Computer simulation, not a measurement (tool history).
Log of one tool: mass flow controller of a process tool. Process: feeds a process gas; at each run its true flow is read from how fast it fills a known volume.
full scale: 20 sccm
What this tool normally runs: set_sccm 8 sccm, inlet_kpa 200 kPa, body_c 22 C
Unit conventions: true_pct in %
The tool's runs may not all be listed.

| run | day | set_sccm | inlet_kpa | body_c | true_pct |
|---|---|---|---|---|---|
| 1 | 0.000 | 8 | 200 | 22 | 98.85 |
| 2 | 3.850 | 8 | 200 | 22 | 98.81 |
| 3 | 7.517 | 8 | 200 | 27 | 98.45 |
| 4 | 10.021 | 8 | 200 | 22 | 98.69 |
| 5 | 12.583 | 8 | 200 | 22 | 98.96 |
| 6 | 15.675 | 8 | 200 | 22 | 98.80 |
| 7 | 19.454 | 3 | 200 | 22 | 98.39 |
| 8 | 22.025 | 8 | 200 | 22 | 98.85 |
| 9 | 26.833 | 8 | 200 | 22 | 98.79 |
| 10 | 32.058 | 8 | 200 | 22 | 98.79 |
| 11 | 34.950 | 8 | 145 | 22 | 99.01 |
| 12 | 39.154 | 8 | 145 | 22 | 98.96 |
| 13 | 42.146 | 8 | 200 | 22 | 98.79 |
| 14 | 47.583 | 8 | 200 | 22 | 98.60 |
| 15 | 50.271 | 3 | 200 | 22 | 98.14 |
| 16 | 55.304 | 3 | 200 | 22 | 98.12 |
| 17 | 60.004 | 8 | 200 | 22 | 98.74 |
| 18 | 65.842 | 8 | 200 | 22 | 98.58 |
| 19 | 68.833 | 8 | 200 | 22 | 98.68 |
| 20 | 74.162 | 8 | 200 | 22 | 98.66 |
| 21 | 79.671 | 8 | 232 | 22 | 98.53 |
|  | 80.458 | controller exchanged for a calibrated one |
| 22 | 83.367 | 8 | 232 | 22 | 98.61 |
| 23 | 87.058 | 8 | 200 | 22 | 98.53 |
| 24 | 91.688 | 8 | 200 | 26 | 98.29 |
| 25 | 96.908 | 18 | 200 | 30 | 99.20 |
| 26 | 99.629 | 18 | 163 | 30 | 99.18 |
| 27 | 102.504 | 3 | 163 | 38 | 97.08 |
| 28 | 107.267 | 3 | 163 | 38 | 97.26 |
| 29 | 112.438 | 8 | 163 | 35 | 97.78 |
| 30 | 115.512 | 8 | 163 | 35 | 97.83 |
| 31 | 118.362 | 8 | 163 | 35 | 97.94 |
| 32 | 123.404 | 8 | 163 | 35 | 97.88 |
| 33 | 128.062 | 3 | 143 | 22 | 97.98 |
| 34 | 133.512 | 3 | 143 | 22 | 97.99 |
| 35 | 136.471 | 10 | 194 | 32 | 98.08 |
| 36 | 139.050 | 7 | 194 | 24 | 98.12 |
| 37 | 141.467 | 3 | 194 | 26 | 97.54 |
| 38 | 145.938 | 3 | 168 | 20 | 97.95 |
| 39 | 151.421 | 14 | 168 | 20 | 99.05 |
| 40 | 157.158 | 2 | 258 | 20 | 97.53 |
| 41 | 162.367 | 8 | 186 | 22 | 98.28 |
| 42 | 166.846 | 8 | 186 | 22 | 98.32 |
|  | 170.883 | gauge calibrated |
| 43 | 171.950 | 8 | 194 | 35 | 98.23 |
| 44 | 175.038 | 8 | 163 | 22 | 99.03 |
| 45 | 177.825 | 2 | 200 | 39 | 97.31 |
| 46 | 182.296 | 2 | 200 | 39 | 97.30 |
| 47 | 184.996 | 3 | 231 | 22 | 98.15 |

Run by run, hidden condition taken away, random variation retained:
Hidden state at play: flow at rest that the sensor doesn't see, % of full scale; true flow over the shown one, %; drift of the gauge itself on true_pct, %.
| run | true_pct |
|---|---|
| 1 | 98.86 |
| 2 | 98.84 |
| 3 | 98.49 |
| 4 | 98.74 |
| 5 | 99.01 |
| 6 | 98.87 |
| 7 | 98.48 |
| 8 | 98.94 |
| 9 | 98.90 |
| 10 | 98.92 |
| 11 | 99.16 |
| 12 | 99.12 |
| 13 | 98.96 |
| 14 | 98.79 |
| 15 | 98.35 |
| 16 | 98.35 |
| 17 | 98.98 |
| 18 | 98.84 |
| 19 | 98.96 |
| 20 | 98.95 |
| 21 | 98.84 |
| 22 | 98.92 |
| 23 | 98.86 |
| 24 | 98.64 |
| 25 | 99.57 |
| 26 | 99.57 |
| 27 | 97.47 |
| 28 | 97.66 |
| 29 | 98.21 |
| 30 | 98.26 |
| 31 | 98.39 |
| 32 | 98.35 |
| 33 | 98.46 |
| 34 | 98.50 |
| 35 | 98.60 |
| 36 | 98.65 |
| 37 | 98.07 |
| 38 | 98.51 |
| 39 | 99.63 |
| 40 | 98.12 |
| 41 | 98.90 |
| 42 | 98.95 |
| 43 | 98.24 |
| 44 | 99.05 |
| 45 | 97.34 |
| 46 | 97.35 |
| 47 | 98.21 |
